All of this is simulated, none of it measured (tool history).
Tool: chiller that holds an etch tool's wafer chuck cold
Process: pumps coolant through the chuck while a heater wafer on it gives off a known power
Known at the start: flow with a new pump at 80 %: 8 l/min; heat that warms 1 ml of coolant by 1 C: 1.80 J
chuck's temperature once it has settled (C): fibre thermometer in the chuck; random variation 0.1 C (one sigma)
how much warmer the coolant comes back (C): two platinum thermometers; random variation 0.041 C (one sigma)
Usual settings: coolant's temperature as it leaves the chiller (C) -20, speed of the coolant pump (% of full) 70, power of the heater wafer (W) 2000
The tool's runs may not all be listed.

run,hour,coolant's temperature as it leaves the chiller (C),speed of the coolant pump (% of full),power of the heater wafer (W),chuck's temperature once it has settled (C),how much warmer the coolant comes back (C)
1,0,-20,70,2000,-2.6,9.87
2,32.7,-20,70,2000,-2.6,9.85
3,79.2,-20,70,2000,-2.5,9.92
4,118.5,-20,70,2000,-2.5,9.92
5,162.7,-20,70,2000,-2.7,9.81
# hour 185.8: chiller's thermometer calibrated
6,188.8,-20,70,1705,-4.4,8.4
7,228.3,-20,70,1705,-4.6,8.44
8,249.5,-20,70,1980,-2,9.79
9,292.1,-20,70,1980,-2,9.81
10,321.2,-20,70,1980,-2,9.87
11,342.3,-20,70,1980,-1.9,9.89
12,375.3,-20,70,1980,-2,9.83
13,401.6,-27,70,1185,-16.4,5.98
14,448.2,-12,63,1143,-0.9,6.42
15,487.3,-12,63,1143,-0.9,6.4
16,529.3,-15,83,2000,1.7,8.41
17,552.6,-30,78,1281,-18.9,5.79
18,584.6,-14,76,2000,3.5,9.24

Forecast run 19:
19,618.8,-14,76,2000,?,?

Run 19 gave chuck's temperature once it has settled (C) 3.5, how much warmer the coolant comes back (C) 9.26.
Without the tool's hidden state the same run would have given chuck's temperature once it has settled (C) 1.1, how much warmer the coolant comes back (C) 8.79.
